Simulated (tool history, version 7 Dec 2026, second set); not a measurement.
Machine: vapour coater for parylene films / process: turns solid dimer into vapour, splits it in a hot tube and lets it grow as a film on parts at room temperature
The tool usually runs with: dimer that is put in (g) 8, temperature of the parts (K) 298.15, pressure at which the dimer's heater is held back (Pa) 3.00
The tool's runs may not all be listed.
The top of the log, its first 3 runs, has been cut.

run	day	dimer that is put in (g)	temperature of the parts (K)	pressure at which the dimer's heater is held back (Pa)	thickness of the film (nm)
4	3.771	8	298.15	3.00	5190
5	4.821	6	298.15	3.00	3850
6	6.171	6	298.15	3.00	3840
7	7.246	6	298.15	3.00	3840
8	8.175	6	298.15	3.00	3860
9	9.717	6	298.15	3.00	3840
10	10.517	6	298.15	3.00	3790
11	12.038	8	298.15	3.71	4820
12	13.300	8	297.15	3.00	5340
13	14.700	8	294.15	3.00	6040
14	16.342	8	294.15	3.00	6040
15	17.650	8	304.15	3.00	3850
16	18.429	8	301.15	3.00	4390

Forecast run 17:
17	19.292	8	306.15	7.87	?

thickness of the film (nm): 2780
Minus the tool's unlogged condition, the same run would have read thickness of the film (nm) 3100.

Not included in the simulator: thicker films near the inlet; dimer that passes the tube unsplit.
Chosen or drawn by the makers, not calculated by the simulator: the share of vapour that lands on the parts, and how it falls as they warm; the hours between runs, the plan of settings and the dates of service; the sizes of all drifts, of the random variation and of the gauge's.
